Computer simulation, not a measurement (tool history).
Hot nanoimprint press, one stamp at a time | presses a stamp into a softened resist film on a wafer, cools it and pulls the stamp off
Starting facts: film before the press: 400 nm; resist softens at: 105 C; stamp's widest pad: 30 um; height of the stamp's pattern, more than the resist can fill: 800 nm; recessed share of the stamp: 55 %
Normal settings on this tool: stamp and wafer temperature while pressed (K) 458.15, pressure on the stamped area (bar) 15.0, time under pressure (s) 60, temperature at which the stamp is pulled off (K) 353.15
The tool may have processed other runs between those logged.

run	hour	stamp and wafer temperature while pressed (K)	pressure on the stamped area (bar)	time under pressure (s)	temperature at which the stamp is pulled off (K)	resist left under the stamp's widest pad (angstrom)	greatest force while the stamp is pulled off (N)
1	0.0	458.15	15.0	60	353.15	1889	187
2	15.9	458.15	15.0	60	353.15	1888	190
3	30.7	458.15	15.0	60	353.15	1898	192
4	41.6	458.15	15.0	60	353.15	1886	192
5	57.8	458.15	15.0	60	353.15	1884	196
6	77.0	458.15	15.0	60	353.15	1887	200
7	98.0	458.15	15.0	60	353.15	1885	202
8	111.0	458.15	15.0	60	353.15	1880	205
9	123.9	458.15	20.5	60	353.15	1640	209
10	132.6	458.15	15.0	60	353.15	1877	208
11	149.0	458.15	15.0	60	353.15	1874	210
# hour 167.0: stamp cleaned and given a new release coat
12	176.1	458.15	15.0	60	353.15	1866	185
13	192.9	458.15	15.0	37	353.15	2225	188
14	205.9	458.15	15.0	37	353.15	2224	191
15	221.4	458.15	15.0	37	353.15	2223	195
16	231.3	449.15	17.5	111	353.15	1904	197
17	244.4	458.15	20.6	70	350.15	1528	205
18	254.0	458.15	20.6	70	350.15	1532	203
19	267.7	458.15	20.9	35	340.15	1997	231
20	282.6	458.15	15.0	83	353.15	1641	203
# hour 301.9: plate thermocouple calibrated
21	303.1	458.15	18.9	60	342.15	1793	235
22	315.1	458.15	15.0	65	339.15	1909	247
23	323.9	458.15	15.0	65	339.15	1920	247
# hour 344.8: stamp cleaned and given a new release coat
24	345.5	458.15	19.3	60	355.15	1775	183
25	355.3	459.15	19.3	100	353.15	1395	190
26	372.8	459.15	19.3	100	353.15	1386	192
27	388.2	465.15	20.8	108	343.15	1040	219
28	408.9	465.15	20.6	108	343.15	1044	223
29	422.8	470.15	17.6	30	353.15	1639	200

Per-run results on a tool with no hidden state, each run keeping its own random variation:
Hidden state at play: true temperature over the reading, C; pressure that arrives at the usual setting, %; grip of the stamp's worn release coat, % over a new coat's; drift of the gauge itself on residual_nm, %; drift of the gauge itself on pull_off_n, %.
run	resist left under the stamp's widest pad (angstrom)	greatest force while the stamp is pulled off (N)
1	1954	188
2	1955	188
3	1967	188
4	1956	187
5	1956	188
6	1961	189
7	1961	187
8	1958	188
9	1711	190
10	1958	188
11	1957	186
12	1951	187
13	2317	187
14	2317	188
15	2318	189
16	2009	190
17	1607	196
18	1612	192
19	2090	215
20	1731	187
21	1775	210
22	1895	219
23	1907	217
24	1761	183
25	1383	188
26	1375	187
27	1032	211
28	1037	211
29	1632	187

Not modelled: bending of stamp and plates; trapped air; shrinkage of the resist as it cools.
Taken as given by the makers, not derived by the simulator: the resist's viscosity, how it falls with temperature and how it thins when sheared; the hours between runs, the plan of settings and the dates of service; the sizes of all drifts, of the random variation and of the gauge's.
